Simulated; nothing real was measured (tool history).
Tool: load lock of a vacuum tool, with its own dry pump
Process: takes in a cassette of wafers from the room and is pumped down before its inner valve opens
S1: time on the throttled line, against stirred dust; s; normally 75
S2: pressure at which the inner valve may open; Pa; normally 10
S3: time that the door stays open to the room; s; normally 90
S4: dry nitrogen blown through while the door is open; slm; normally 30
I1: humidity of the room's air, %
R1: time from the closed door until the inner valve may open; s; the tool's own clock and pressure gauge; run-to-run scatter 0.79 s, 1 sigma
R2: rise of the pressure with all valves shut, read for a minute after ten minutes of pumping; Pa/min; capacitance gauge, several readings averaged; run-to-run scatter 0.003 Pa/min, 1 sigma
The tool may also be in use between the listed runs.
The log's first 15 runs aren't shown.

Run 16, hour 7695.5: usual settings but S3 97 s; I1 43. Result: R1 130 s, R2 0.187 Pa/min.
Run 17, hour 8192.1: usual settings but S3 97 s; I1 44.2. Result: R1 130.1 s, R2 0.201 Pa/min.
Run 18, hour 8774.7: usual settings but S3 97 s; I1 42.7. Result: R1 131.1 s, R2 0.211 Pa/min.
Run 19, hour 9358.1: usual settings but S3 97 s; I1 48.5. Result: R1 131.6 s, R2 0.226 Pa/min.
Run 20, hour 9904.4: usual settings but S3 97 s; I1 45.4. Result: R1 133.7 s, R2 0.237 Pa/min.
Run 21, hour 10211.4: usual settings but S1 144 s, S2 15 Pa, S3 65 s, S4 13 slm; I1 44.5. Result: R1 183 s, R2 0.251 Pa/min.
Run 22, hour 10553.6: usual settings but S1 86 s, S2 15 Pa, S3 120 s, S4 13 slm; I1 45.9. Result: R1 137.4 s, R2 0.273 Pa/min.
Run 23, hour 11012.2: usual settings but S3 75 s, S4 10 slm; I1 46.4. Result: R1 133.7 s, R2 0.275 Pa/min.
Run 24, hour 11365.4: usual settings but S3 75 s, S4 10 slm; I1 41.6. Result: R1 136.6 s, R2 0.274 Pa/min.
Run 25, hour 11749.3: usual settings but S3 75 s, S4 10 slm; I1 41.6. Result: R1 137.2 s, R2 0.284 Pa/min.
Run 26, hour 12103.4: usual settings but S3 75 s, S4 10 slm; I1 44.2. Result: R1 136.8 s, R2 0.293 Pa/min.
Run 27, hour 12593.3: usual settings but S1 97 s, S2 8 Pa, S3 27 s, S4 12 slm; I1 47.7. Result: R1 156.7 s, R2 0.277 Pa/min.
At hour 13123.5: dry pump taken out, an overhauled one fitted.
Run 28, hour 13280.5: usual settings but S1 97 s, S2 8 Pa, S3 27 s, S4 12 slm; I1 44.8. Result: R1 140.2 s, R2 0.291 Pa/min.
Run 29, hour 13897.8: usual settings but S1 97 s, S2 8 Pa, S3 27 s, S4 12 slm; I1 43.9. Result: R1 142.3 s, R2 0.301 Pa/min.
Run 30, hour 14476.7: usual settings but S1 97 s, S2 8 Pa, S3 27 s, S4 12 slm; I1 45.7. Result: R1 141.5 s, R2 0.311 Pa/min.

What will run 31 give?
Run 31, hour 14899.8: usual settings but S1 60 s, S2 13 Pa; I1 43.2. Result: R1 ?, R2 ?.

R1: 109.1 s
R2: 0.345 Pa/min
Take away the tool's hidden state, keep the run-to-run variation as it was, and the same run would have given R1 108.3 s, R2 0.039 Pa/min.

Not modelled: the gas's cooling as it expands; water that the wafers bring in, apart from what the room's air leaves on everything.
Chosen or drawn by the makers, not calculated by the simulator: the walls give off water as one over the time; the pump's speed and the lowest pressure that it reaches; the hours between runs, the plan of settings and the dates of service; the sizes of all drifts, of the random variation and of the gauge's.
